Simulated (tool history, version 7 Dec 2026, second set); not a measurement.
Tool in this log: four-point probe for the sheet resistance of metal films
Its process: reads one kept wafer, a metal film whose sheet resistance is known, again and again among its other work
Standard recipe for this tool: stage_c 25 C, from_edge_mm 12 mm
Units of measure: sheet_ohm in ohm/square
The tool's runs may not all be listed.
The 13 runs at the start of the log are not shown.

run,day,stage_c,from_edge_mm,touches since the probe head was changed,hours of work since the stage's thermometer was calibrated,sheet_ohm
14,8.579,25,12,13735,368,0.160254
15,9.342,25,12,14327,377,0.160303
16,10.238,25,12,15020,386,0.160273
17,10.733,25,12,15404,392,0.160283
18,11.329,25,46,15866,398,0.159695
19,12.038,25,46,16414,406,0.159685
20,12.838,25,46,17034,415,0.159656
21,13.438,25,46,17499,421,0.159697
22,14.104,25,16,18016,429,0.160039
23,15.05,32,12,18749,439,0.160127
24,15.612,30,8,19185,445,0.160942
25,16.496,22,8,19869,455,0.161025
26,17.475,22,8,20627,466,0.161094
27,18.212,22,8,21197,474,0.161077
28,19.138,22,8,21913,484,0.161045
29,20.058,22,6,22628,494,0.162085
30,20.554,33,16,23013,500,0.15983
31,21.292,31,4,23583,508,0.164777
32,21.704,31,4,23903,512,0.164752
33,22.604,23,24,24600,522,0.159795
34,23.512,23,64,25303,532,0.159754

Consider 3 possible next runs. They are alternatives, not a sequence: every one starts from the tool as it was left by run 34. What does each give?
A,24.492,27,72,26061,543,?
B,24.492,19,17,26061,543,?
C,24.492,22,22,26061,543,?

run,sheet_ohm
A,0.159717
B,0.160094
C,0.159897
What these runs would have given with no unlogged condition in the tool:
run,sheet_ohm
A,0.159719
B,0.160096
C,0.159899
